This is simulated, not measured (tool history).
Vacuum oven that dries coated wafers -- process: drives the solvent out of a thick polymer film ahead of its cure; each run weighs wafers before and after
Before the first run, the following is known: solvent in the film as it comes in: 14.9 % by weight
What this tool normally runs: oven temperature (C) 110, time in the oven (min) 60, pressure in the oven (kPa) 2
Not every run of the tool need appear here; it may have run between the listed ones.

run    day  oven temperature (C)  time in the oven (min)  pressure in the oven (kPa)  solvent left in the film (%)
  1      0                   110                      60                           2                           1.9
  2  0.783                   110                      60                        3.27                          2.54
  3  1.562                   110                      60                        1.25                          1.55
  4  2.371                   110                      60                           2                          1.96
  5  3.117                   110                      60                           2                          1.92
  6  3.883                   110                      58                           2                             2
  7   4.45                   110                      58                           2                          2.01
  8  5.283                   110                      58                           2                          2.04
  9  5.883                   105                      60                        3.76                          3.85
 10  6.492                   102                     101                           2                          2.15
 11  7.112                   102                     101                           2                          2.13
 12  7.675                   112                      50                           2                          2.02
 13  8.179                   112                      50                           2                             2
 14   8.75                   112                      50                           2                          2.04
 15  9.375                   112                      50                           2                          1.99

Below are 3 alternative next runs, each starting from the tool's condition after run 15. Predict each:
  A  10.233                   104                      92                        2.66                             ?
  B  10.233                   118                      60                        5.29                             ?
  C  10.233                   115                      60                           2                             ?

run  solvent left in the film (%)
  A                           2.4
  B                           2.3
  C                          1.26
The same runs, with their run-to-run variation unchanged, on a tool lacking any hidden condition would have given:
run  solvent left in the film (%)
  A                          2.28
  B                          2.22
  C                          1.18

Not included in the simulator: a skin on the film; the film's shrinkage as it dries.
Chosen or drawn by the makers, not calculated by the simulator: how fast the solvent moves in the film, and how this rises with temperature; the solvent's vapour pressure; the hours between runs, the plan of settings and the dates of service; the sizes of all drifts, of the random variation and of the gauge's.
